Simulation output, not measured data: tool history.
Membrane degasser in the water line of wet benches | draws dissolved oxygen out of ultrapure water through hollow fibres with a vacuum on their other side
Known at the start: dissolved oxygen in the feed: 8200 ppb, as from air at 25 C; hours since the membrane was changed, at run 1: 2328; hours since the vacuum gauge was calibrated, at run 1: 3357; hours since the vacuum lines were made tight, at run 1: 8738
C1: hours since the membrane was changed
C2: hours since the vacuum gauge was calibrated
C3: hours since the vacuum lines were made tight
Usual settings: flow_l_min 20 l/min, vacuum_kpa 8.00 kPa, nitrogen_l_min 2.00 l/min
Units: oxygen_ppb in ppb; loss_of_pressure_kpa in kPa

Run 1, day 0.000: usual settings; C1 2328; C2 3357; C3 8738. Result: oxygen_ppb 139.6 ppb, loss_of_pressure_kpa 44.37 kPa.
Run 2, day 2.921: usual settings; C1 2398; C2 3427; C3 8808. Result: oxygen_ppb 142.7 ppb, loss_of_pressure_kpa 44.54 kPa.
Run 3, day 5.846: usual settings; C1 2469; C2 3498; C3 8878. Result: oxygen_ppb 139.0 ppb, loss_of_pressure_kpa 43.86 kPa.
Run 4, day 9.500: usual settings but vacuum_kpa 7.93 kPa; C1 2556; C2 3585; C3 8966. Result: oxygen_ppb 138.5 ppb, loss_of_pressure_kpa 44.33 kPa.
Run 5, day 12.654: usual settings but vacuum_kpa 7.93 kPa; C1 2632; C2 3661; C3 9041. Result: oxygen_ppb 140.3 ppb, loss_of_pressure_kpa 44.30 kPa.
Run 6, day 16.529: usual settings; C1 2725; C2 3754; C3 9134. Result: oxygen_ppb 139.8 ppb, loss_of_pressure_kpa 44.05 kPa.
Run 7, day 19.767: usual settings but nitrogen_l_min 1.64 l/min; C1 2803; C2 3832; C3 9212. Result: oxygen_ppb 163.8 ppb, loss_of_pressure_kpa 44.52 kPa.
At day 20.125: vacuum gauge calibrated.
Run 8, day 21.971: usual settings but nitrogen_l_min 1.64 l/min; C1 2855; C2 44; C3 9264. Result: oxygen_ppb 165.6 ppb, loss_of_pressure_kpa 44.28 kPa.
Run 9, day 25.333: usual settings; C1 2936; C2 125; C3 9345. Result: oxygen_ppb 142.3 ppb, loss_of_pressure_kpa 43.99 kPa.
Run 10, day 27.600: usual settings but flow_l_min 17 l/min; C1 2990; C2 179; C3 9400. Result: oxygen_ppb 114.3 ppb, loss_of_pressure_kpa 37.73 kPa.
Run 11, day 29.371: usual settings but flow_l_min 17 l/min; C1 3033; C2 222; C3 9442. Result: oxygen_ppb 112.9 ppb, loss_of_pressure_kpa 37.51 kPa.
Run 12, day 32.042: usual settings but flow_l_min 22 l/min, vacuum_kpa 7.25 kPa, nitrogen_l_min 1.82 l/min; C1 3097; C2 286; C3 9506. Result: oxygen_ppb 158.3 ppb, loss_of_pressure_kpa 48.89 kPa.
Run 13, day 34.125: usual settings but flow_l_min 13 l/min, vacuum_kpa 8.99 kPa, nitrogen_l_min 2.07 l/min; C1 3147; C2 336; C3 9556. Result: oxygen_ppb 95.2 ppb, loss_of_pressure_kpa 28.91 kPa.
At day 34.862: vacuum gauge calibrated, once more.
Run 14, day 36.017: usual settings but flow_l_min 17 l/min, vacuum_kpa 8.99 kPa, nitrogen_l_min 4.24 l/min; C1 3192; C2 28; C3 9601. Result: oxygen_ppb 69.6 ppb, loss_of_pressure_kpa 37.98 kPa.
Run 15, day 38.517: usual settings but flow_l_min 26 l/min, vacuum_kpa 16.63 kPa; C1 3252; C2 88; C3 9661. Result: oxygen_ppb 447.5 ppb, loss_of_pressure_kpa 57.47 kPa.
Run 16, day 41.400: usual settings but flow_l_min 15 l/min, vacuum_kpa 19.73 kPa, nitrogen_l_min 1.96 l/min; C1 3321; C2 157; C3 9730. Result: oxygen_ppb 311.9 ppb, loss_of_pressure_kpa 33.19 kPa.
Run 17, day 43.129: usual settings but flow_l_min 28 l/min; C1 3362; C2 198; C3 9772. Result: oxygen_ppb 236.3 ppb, loss_of_pressure_kpa 61.99 kPa.
Run 18, day 45.796: usual settings but vacuum_kpa 11.04 kPa, nitrogen_l_min 1.79 l/min; C1 3426; C2 262; C3 9836. Result: oxygen_ppb 228.1 ppb, loss_of_pressure_kpa 44.35 kPa.
Run 19, day 48.896: usual settings but vacuum_kpa 12.50 kPa, nitrogen_l_min 5.46 l/min; C1 3501; C2 337; C3 9910. Result: oxygen_ppb 106.3 ppb, loss_of_pressure_kpa 44.41 kPa.
Run 20, day 51.521: usual settings but vacuum_kpa 12.50 kPa, nitrogen_l_min 5.46 l/min; C1 3564; C2 400; C3 9973. Result: oxygen_ppb 106.4 ppb, loss_of_pressure_kpa 44.41 kPa.

Forecast each of these 5 alternatives for the next run:
Run A, day 54.462: usual settings but flow_l_min 26 l/min, vacuum_kpa 7.54 kPa; C1 3634; C2 470; C3 10044. Result: oxygen_ppb ?, loss_of_pressure_kpa ?.
Run B, day 54.462: usual settings but vacuum_kpa 8.44 kPa; C1 3634; C2 470; C3 10044. Result: oxygen_ppb ?, loss_of_pressure_kpa ?.
Run C, day 54.462: usual settings but flow_l_min 15 l/min, vacuum_kpa 9.40 kPa, nitrogen_l_min 1.68 l/min; C1 3634; C2 470; C3 10044. Result: oxygen_ppb ?, loss_of_pressure_kpa ?.
Run D, day 54.462: usual settings but vacuum_kpa 12.50 kPa, nitrogen_l_min 2.35 l/min; C1 3634; C2 470; C3 10044. Result: oxygen_ppb ?, loss_of_pressure_kpa ?.
Run E, day 54.462: usual settings but vacuum_kpa 5.25 kPa, nitrogen_l_min 5.46 l/min; C1 3634; C2 470; C3 10044. Result: oxygen_ppb ?, loss_of_pressure_kpa ?.

run  oxygen_ppb  loss_of_pressure_kpa
  A       193.7                 57.66
  B       148.0                 44.65
  C       140.7                 33.10
  D       212.7                 44.31
  E        42.6                 44.34
Without the tool's hidden state the same runs would have given:
run  oxygen_ppb  loss_of_pressure_kpa
  A       186.1                 56.76
  B       142.7                 43.95
  C       136.0                 32.58
  D       206.4                 43.61
  E        39.6                 43.64
